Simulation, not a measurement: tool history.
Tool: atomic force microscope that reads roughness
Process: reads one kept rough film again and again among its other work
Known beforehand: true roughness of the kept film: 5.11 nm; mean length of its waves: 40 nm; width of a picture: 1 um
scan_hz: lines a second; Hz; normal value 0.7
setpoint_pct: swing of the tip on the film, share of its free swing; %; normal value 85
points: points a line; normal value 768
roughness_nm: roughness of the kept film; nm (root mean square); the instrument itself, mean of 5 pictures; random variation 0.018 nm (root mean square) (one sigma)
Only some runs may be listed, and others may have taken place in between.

run,hour,scan_hz,setpoint_pct,points,roughness_nm
1,0,0.7,85,768,4.28
2,8.8,0.7,85,768,4.34
# hour 10.8: new tip fitted
3,16.5,0.7,85,435,4.309
4,20.5,0.7,85,435,4.306
5,29.5,0.7,85,435,4.325
6,35.7,0.7,85,435,4.309
7,41.2,0.7,85,768,4.315
8,50,0.7,85,768,4.303
9,56.5,0.7,85,768,4.311
10,63.2,0.7,85,768,4.295
11,69.8,2.336,85,768,3.913
12,77.5,0.558,85,673,4.368
13,83.6,1.158,85,552,4.215
14,91.9,1.158,85,552,4.169
15,99.6,0.7,67,610,4.426
16,108.4,2.494,70,768,4.187
17,115,0.82,58,268,4.441
18,122.4,0.82,83,268,4.269
19,127.4,0.82,83,268,4.274
20,131.2,1.829,59,768,4.409
21,139.8,0.615,87,426,4.314

4 options for the next run, each taken on its own from the tool as it stands now. Forecast them:
A,145.7,0.615,66,694,?
B,145.7,2.513,87,426,?
C,145.7,0.962,64,801,?
D,145.7,0.615,87,286,?

run,roughness_nm
A,4.458
B,3.774
C,4.442
D,4.282
What these runs would have given with no unlogged condition in the tool:
run,roughness_nm
A,4.47
B,3.784
C,4.454
D,4.293
